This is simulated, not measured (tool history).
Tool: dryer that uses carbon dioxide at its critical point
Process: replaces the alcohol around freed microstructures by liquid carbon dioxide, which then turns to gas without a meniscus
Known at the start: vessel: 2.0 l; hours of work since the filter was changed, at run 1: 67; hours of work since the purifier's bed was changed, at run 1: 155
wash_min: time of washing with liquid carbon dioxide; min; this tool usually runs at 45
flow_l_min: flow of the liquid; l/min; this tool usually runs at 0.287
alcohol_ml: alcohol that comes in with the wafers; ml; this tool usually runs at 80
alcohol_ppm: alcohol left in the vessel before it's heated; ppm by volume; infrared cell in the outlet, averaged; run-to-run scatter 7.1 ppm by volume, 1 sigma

| run | hour | wash_min | flow_l_min | alcohol_ml | hours of work since the filter was changed | hours of work since the purifier's bed was changed | alcohol_ppm |
|---|---|---|---|---|---|---|---|
| 1 | 0.0 | 45 | 0.287 | 80 | 67 | 155 | 439 |
| 2 | 7.5 | 45 | 0.287 | 80 | 72 | 160 | 449 |
| 3 | 12.1 | 45 | 0.287 | 80 | 75 | 163 | 459 |
| 4 | 20.6 | 45 | 0.287 | 80 | 81 | 168 | 478 |
| 5 | 28.4 | 45 | 0.287 | 80 | 86 | 174 | 476 |
| 6 | 37.1 | 37 | 0.287 | 80 | 92 | 179 | 998 |
| 7 | 45.9 | 37 | 0.287 | 80 | 98 | 185 | 1022 |
| 8 | 55.4 | 37 | 0.287 | 65 | 104 | 192 | 864 |
| 9 | 64.7 | 30 | 0.287 | 80 | 110 | 198 | 2069 |
| 10 | 72.3 | 30 | 0.287 | 80 | 115 | 203 | 2104 |
| 11 | 80.5 | 45 | 0.287 | 80 | 121 | 208 | 528 |
| 12 | 88.6 | 45 | 0.287 | 80 | 126 | 213 | 527 |
| 13 | 94.8 | 45 | 0.287 | 80 | 130 | 218 | 526 |
| 14 | 101.3 | 45 | 0.287 | 80 | 134 | 222 | 541 |
| 15 | 109.2 | 45 | 0.287 | 80 | 140 | 227 | 554 |
| 16 | 116.3 | 45 | 0.287 | 80 | 144 | 232 | 567 |
| 17 | 121.6 | 45 | 0.287 | 80 | 148 | 235 | 546 |
| 18 | 129.7 | 45 | 0.287 | 80 | 153 | 241 | 579 |
| 19 | 136.6 | 45 | 0.287 | 80 | 158 | 245 | 584 |
| 20 | 146.1 | 45 | 0.287 | 80 | 164 | 252 | 608 |
| 21 | 151.0 | 57 | 0.287 | 80 | 167 | 255 | 225 |
| 22 | 157.0 | 45 | 0.287 | 55 | 171 | 259 | 435 |
| 23 | 161.2 | 45 | 0.287 | 55 | 174 | 262 | 433 |
| 24 | 170.5 | 47 | 0.246 | 20 | 180 | 268 | 289 |
| 25 | 177.6 | 47 | 0.246 | 20 | 185 | 272 | 291 |
| 26 | 185.7 | 30 | 0.219 | 25 | 190 | 278 | 1534 |
| 27 | 190.0 | 44 | 0.342 | 59 | 193 | 281 | 261 |
| 28 | 199.1 | 44 | 0.342 | 59 | 199 | 287 | 278 |
| 29 | 205.3 | 44 | 0.342 | 59 | 203 | 291 | 279 |
| 30 | 209.4 | 44 | 0.342 | 59 | 206 | 293 | 270 |
| 31 | 216.3 | 45 | 0.222 | 115 | 211 | 298 | 2324 |
| 32 | 225.6 | 42 | 0.183 | 72 | 217 | 304 | 3232 |
| 33 | 234.0 | 42 | 0.183 | 72 | 222 | 310 | 3183 |
| 34 | 239.5 | 42 | 0.183 | 72 | 226 | 313 | 3374 |
| 35 | 247.8 | 42 | 0.183 | 72 | 231 | 319 | 3270 |
| 36 | 252.4 | 45 | 0.200 | 30 | 235 | 322 | 952 |
| 37 | 258.3 | 52 | 0.417 | 88 | 238 | 326 | 111 |
|  | 260.1 | inlet filter changed |
| 38 | 267.3 | 49 | 0.287 | 80 | 5 | 331 | 308 |
| 39 | 275.4 | 49 | 0.287 | 80 | 10 | 336 | 301 |
| 40 | 282.9 | 31 | 0.199 | 35 | 15 | 341 | 2040 |
| 41 | 288.7 | 31 | 0.404 | 65 | 19 | 345 | 389 |
| 42 | 294.4 | 31 | 0.404 | 65 | 23 | 349 | 407 |
| 43 | 303.7 | 34 | 0.352 | 101 | 29 | 355 | 713 |
| 44 | 310.2 | 38 | 0.352 | 101 | 33 | 360 | 471 |
| 45 | 315.0 | 38 | 0.352 | 101 | 36 | 363 | 476 |
| 46 | 320.1 | 38 | 0.352 | 101 | 40 | 366 | 460 |

Hidden condition of the tool, last listed run before each entry between runs versus first listed run after:
Run 37 -> run 38: inlet filter changed (hour 260.1)
  flow that reaches the vessel past the clogged filter, %: 86.4 -> 99.2; alcohol in the recycled carbon dioxide, ppm: 81.2 -> 82.2
  measured result minus the result with no hidden state, alcohol_ppm: +101 -> +85 ppm by volume
